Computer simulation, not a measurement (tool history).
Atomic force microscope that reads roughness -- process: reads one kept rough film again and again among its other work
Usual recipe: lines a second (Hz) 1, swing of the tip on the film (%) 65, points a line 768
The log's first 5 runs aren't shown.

run	hour	lines a second (Hz)	swing of the tip on the film (%)	points a line	roughness of the kept film (nm (root mean square))
6	106.5	1	65	768	0.643
7	130.4	1	65	768	0.644
8	146.8	1	65	768	0.635
9	175.0	1	65	768	0.636
10	195.9	1	65	768	0.636
# hour 208.1: new tip fitted
11	210.3	1	65	768	0.650
12	230.2	1	65	768	0.654
13	246.6	1	65	267	0.645
14	270.8	1	65	267	0.648
15	295.0	1	65	392	0.644
16	307.1	1	65	392	0.648
17	326.5	1	65	392	0.644

Run 18 has not been measured yet. What should we expect?
18	345.7	1	65	392	?

{"run 18": {"roughness of the kept film (nm (root mean square))": 0.642}}
Take away the tool's hidden state, keep the run-to-run variation as it was, and the same run would have given roughness of the kept film (nm (root mean square)) 0.654.

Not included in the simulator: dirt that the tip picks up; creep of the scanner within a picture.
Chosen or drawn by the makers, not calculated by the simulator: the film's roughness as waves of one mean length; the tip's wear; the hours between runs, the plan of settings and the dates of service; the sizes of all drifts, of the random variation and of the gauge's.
